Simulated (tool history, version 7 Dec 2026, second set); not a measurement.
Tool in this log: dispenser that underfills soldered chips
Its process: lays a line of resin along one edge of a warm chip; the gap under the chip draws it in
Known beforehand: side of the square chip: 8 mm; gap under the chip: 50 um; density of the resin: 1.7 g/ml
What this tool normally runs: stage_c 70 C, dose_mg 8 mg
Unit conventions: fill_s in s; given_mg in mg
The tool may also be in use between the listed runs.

run,hour,stage_c,dose_mg,fill_s,given_mg
1,0,70,8,99.3,7.62
2,4,70,8,109,7.56
# hour 5.1: new syringe of resin
3,9.3,70,7.59,102,7.12
4,11.9,82,8,63.8,7.51
# hour 12.7: new syringe of resin
5,16.6,82,8,61.9,7.43
6,19.8,82,8,64.5,7.32
# hour 20.5: new syringe of resin
7,23.6,82,8,61.4,7.5
# hour 28.1: new syringe of resin
8,29.1,70,8.15,93.6,7.65
9,31.5,70,8.15,100.5,7.52
# hour 35.9: new syringe of resin
10,36.1,70,9.65,90.1,8.92
11,40.1,70,9.65,98.6,8.88
# hour 43.7: new syringe of resin
12,44.3,67,9.65,105.9,8.9
13,49.1,70,8,106,7.36
# hour 51.4: new syringe of resin
14,53,70,8,98.1,7.32
15,57.3,70,8,108.3,7.3
# hour 58.9: new syringe of resin
16,62.7,70,8,103.2,7.26
# hour 66.9: new syringe of resin
17,67.2,70,9.77,93.8,8.87
18,72,70,9.77,104.1,8.82

Run 19, settings as shown, results not yet in. Your forecast:
# hour 74.7: new syringe of resin
19,74.8,68,8.86,?,?

{"run 19": {"fill_s": 102.1, "given_mg": 7.98}}
With no hidden state in the tool, this same run would have given fill_s 98 s, given_mg 8.87 mg.
